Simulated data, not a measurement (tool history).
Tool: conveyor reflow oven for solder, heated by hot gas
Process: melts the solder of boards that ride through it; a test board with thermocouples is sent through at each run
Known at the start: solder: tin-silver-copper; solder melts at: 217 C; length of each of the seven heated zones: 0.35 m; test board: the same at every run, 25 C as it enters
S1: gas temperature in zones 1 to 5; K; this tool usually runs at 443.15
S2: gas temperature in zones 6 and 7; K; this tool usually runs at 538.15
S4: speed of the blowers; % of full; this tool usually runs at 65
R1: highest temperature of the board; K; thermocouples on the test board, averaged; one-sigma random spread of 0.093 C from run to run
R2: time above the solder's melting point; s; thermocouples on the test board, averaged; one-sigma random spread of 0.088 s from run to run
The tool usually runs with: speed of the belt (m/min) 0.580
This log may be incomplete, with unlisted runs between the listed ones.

Run 1, day 0.000: usual settings. Result: R1 523.66 K, R2 52.67 s.
Run 2, day 0.925: usual settings. Result: R1 523.65 K, R2 52.69 s.
Run 3, day 2.625: usual settings. Result: R1 523.24 K, R2 52.42 s.
Run 4, day 3.875: usual settings but speed of the belt (m/min) 0.681. Result: R1 517.67 K, R2 39.38 s.
Run 5, day 5.275: usual settings but speed of the belt (m/min) 0.681. Result: R1 517.35 K, R2 39.27 s.
At day 5.583: flux residue cleaned out of gas plates and filters.
Run 6, day 6.754: usual settings but speed of the belt (m/min) 0.473. Result: R1 527.60 K, R2 69.91 s.
Run 7, day 7.746: usual settings but speed of the belt (m/min) 0.473. Result: R1 527.60 K, R2 69.73 s.
Run 8, day 9.138: usual settings but speed of the belt (m/min) 0.473. Result: R1 527.56 K, R2 69.83 s.
At day 11.000: flux residue cleaned out of gas plates and filters, once more.
Run 9, day 11.338: usual settings but S1 432.15 K, speed of the belt (m/min) 0.473. Result: R1 529.17 K, R2 68.23 s.
Run 10, day 12.367: usual settings but S1 432.15 K, S2 532.15 K, speed of the belt (m/min) 0.473. Result: R1 523.31 K, R2 63.77 s.
Run 11, day 14.317: usual settings but S1 434.15 K, speed of the belt (m/min) 0.603, S4 51 % of full. Result: R1 517.98 K, R2 42.69 s.
Run 12, day 15.908: usual settings but S1 453.15 K, S4 59 % of full. Result: R1 524.82 K, R2 57.35 s.
Run 13, day 17.525: usual settings but S1 446.15 K, S2 531.15 K, speed of the belt (m/min) 0.616. Result: R1 516.86 K, R2 45.72 s.
Run 14, day 18.325: usual settings but S1 444.15 K, S2 542.15 K, speed of the belt (m/min) 0.530, S4 55 % of full. Result: R1 528.48 K, R2 62.47 s.
Run 15, day 19.721: usual settings but S2 534.15 K, speed of the belt (m/min) 0.466, S4 56 % of full. Result: R1 524.65 K, R2 69.25 s.
Run 16, day 21.533: usual settings but S2 534.15 K, speed of the belt (m/min) 0.466, S4 56 % of full. Result: R1 524.39 K, R2 69.14 s.

Each row is a separate what-if for the run after 16, all from the same tool condition, not one after another. Results?
At day 21.838: belt drive overhauled, speed set with a stopwatch.
Run A, day 23.533: usual settings but S2 551.15 K, speed of the belt (m/min) 0.527, S4 52 % of full. Result: R1 ?, R2 ?.
At day 21.838: belt drive overhauled, speed set with a stopwatch.
Run B, day 23.533: usual settings but S1 445.15 K, S4 70 % of full. Result: R1 ?, R2 ?.
At day 21.838: belt drive overhauled, speed set with a stopwatch.
Run C, day 23.533: usual settings but S2 545.15 K, speed of the belt (m/min) 0.535, S4 64 % of full. Result: R1 ?, R2 ?.
At day 21.838: belt drive overhauled, speed set with a stopwatch.
Run D, day 23.533: usual settings but S2 551.15 K. Result: R1 ?, R2 ?.
At day 21.838: belt drive overhauled, speed set with a stopwatch.
Run E, day 23.533: usual settings but S2 527.15 K, speed of the belt (m/min) 0.691, S4 69 % of full. Result: R1 ?, R2 ?.

run      R1     R2
  A  534.36  64.08
  B  524.14  52.98
  C  531.39  61.88
  D  534.20  58.14
  E  508.45  30.27
Had the tool no hidden state, the same runs would have come out as:
run      R1     R2
  A  535.01  64.69
  B  524.97  54.03
  C  532.11  62.66
  D  535.19  58.92
  E  509.61  32.08
